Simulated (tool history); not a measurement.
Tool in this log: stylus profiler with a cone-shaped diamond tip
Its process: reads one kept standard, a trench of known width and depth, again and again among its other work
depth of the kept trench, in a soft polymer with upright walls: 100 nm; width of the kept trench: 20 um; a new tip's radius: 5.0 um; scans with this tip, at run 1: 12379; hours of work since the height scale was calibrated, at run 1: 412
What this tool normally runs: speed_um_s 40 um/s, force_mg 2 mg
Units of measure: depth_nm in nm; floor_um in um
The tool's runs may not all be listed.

run    hour  speed_um_s  force_mg  scans with this tip  hours of work since the height scale was calibrated  depth_nm  floor_um
  1       0          40         2                12379                                                  412    100.45     17.48
  2    84.9          40         2                12779                                                  456    100.41     17.41
  3   186.9          40         2                13261                                                  510    100.39     17.39
  4   265.7          40         2                13632                                                  551    100.38     17.39
  5   364.2          53         2                14097                                                  603    100.37     17.25
  6   462.5          31         2                14561                                                  654    100.34     17.47
  7     560          31         2                15021                                                  705    100.38     17.43
  8   652.7          31         2                15458                                                  754    100.29      17.4
  9   726.8          40         2                15808                                                  793    100.38     17.38
 10     826          40         2                16276                                                  845     100.2     17.32
 11   910.4          15         2                16674                                                  889    100.27     17.46
     1019.7  -- height scale calibrated on a step standard
 12    1020          40         2                17189                                                    0    100.11     17.26
 13  1104.4          47         2                17587                                                   44    100.13     17.19
 14  1185.9          47         2                17972                                                   87    100.14     17.18
 15  1247.9          18         2                18264                                                  120    100.15     17.43
 16  1322.4          18         2                18616                                                  159    100.07      17.4
 17  1386.7          18         2                18919                                                  192    100.08     17.45
 18    1468          18         2                19303                                                  235    100.04      17.4
     1541.2  -- height scale calibrated on a step standard, once more
 19  1548.6          18         2                19681                                                    4    100.61     17.42
 20  1656.1          18         2                20188                                                   60    100.52     17.37
 21  1715.7          18         2                20469                                                   91    100.59     17.36
 22  1802.7          40      2.53                20880                                                  137    100.61     17.14
 23  1899.6          40      2.53                21337                                                  188    100.67     17.26
 24  2004.3          47      5.02                21831                                                  243    100.91     17.27
 25  2064.3          33      1.18                22114                                                  274    100.31     17.12
 26  2156.7          13      0.73                22550                                                  323    100.21     17.33
 27  2209.3          11      1.08                22798                                                  350    100.28     17.27
 28  2318.8          57      2.85                23315                                                  408    100.56     17.13
 29  2411.1          57      2.85                23750                                                  456    100.56     17.12
       2425  -- new tip fitted, height scale calibrated
 30    2470          34      1.81                  213                                                   24    100.51     17.71
 31  2560.5          40      1.34                  640                                                   71    100.51     17.57
 32  2645.4         104      3.94                 1040                                                  116    100.84     17.49
 33  2727.6         104      3.94                 1428                                                  159    100.87     17.38
 34  2820.8          63      1.46                 1868                                                  207    100.37     17.43
 35  2901.3         133      3.56                 2248                                                  250     100.8     17.17
 36  3006.1          16       0.7                 2742                                                  305    100.25     17.67
 37  3094.4          16       0.7                 3159                                                  351    100.19     17.72
 38  3164.4          34       5.2                 3489                                                  388    101.01     17.68
 39  3215.2         146      1.79                 3729                                                  414    100.41     16.72
 40  3260.7          50      1.79                 3943                                                  438    100.41     17.53
 41  3367.8          86      2.02                 4449                                                  494     100.4     17.25
 42    3425          64      5.64                 4719                                                  524    100.95     17.58
 43  3498.5          64      5.64                 5066                                                  563    100.93     17.53
 44  3565.9          40      2.78                 5383                                                  598    100.56     17.61
 45  3643.8          40      2.28                 5751                                                  639    100.48     17.57
 46  3717.1          40      2.28                 6097                                                  677     100.4     17.54

The same runs without the tool's hidden state, with the same run-to-run variation:
Hidden conditions of the tool in this case: radius of the tip, um; height scale over the true one, %; drift of the gauge itself on depth_nm, %; drift of the gauge itself on floor_um, %.
run  depth_nm  floor_um
  1     100.6     17.79
  2    100.57     17.73
  3    100.58     17.73
  4    100.58     17.74
  5     100.6     17.61
  6    100.59     17.84
  7    100.65     17.81
  8    100.57     17.79
  9    100.68     17.78
 10    100.52     17.73
 11    100.61     17.88
 12    100.55     17.69
 13     100.6     17.64
 14    100.62     17.64
 15    100.64     17.89
 16    100.58     17.87
 17     100.6     17.92
 18    100.57     17.88
 19    100.59     17.92
 20    100.52     17.88
 21     100.6     17.88
 22    100.64     17.66
 23    100.72      17.8
 24    100.98     17.81
 25    100.39     17.67
 26     100.3     17.89
 27    100.39     17.84
 28    100.69     17.72
 29    100.71     17.71
 30    100.49     17.75
 31    100.51     17.62
 32    100.85     17.55
 33     100.9     17.45
 34    100.41     17.52
 35    100.87     17.27
 36    100.33     17.78
 37    100.29     17.85
 38    101.12     17.82
 39    100.53     16.87
 40    100.54     17.67
 41    100.55     17.42
 42    101.12     17.75
 43    101.11     17.71
 44    100.75      17.8
 45    100.69     17.76
 46    100.63     17.74

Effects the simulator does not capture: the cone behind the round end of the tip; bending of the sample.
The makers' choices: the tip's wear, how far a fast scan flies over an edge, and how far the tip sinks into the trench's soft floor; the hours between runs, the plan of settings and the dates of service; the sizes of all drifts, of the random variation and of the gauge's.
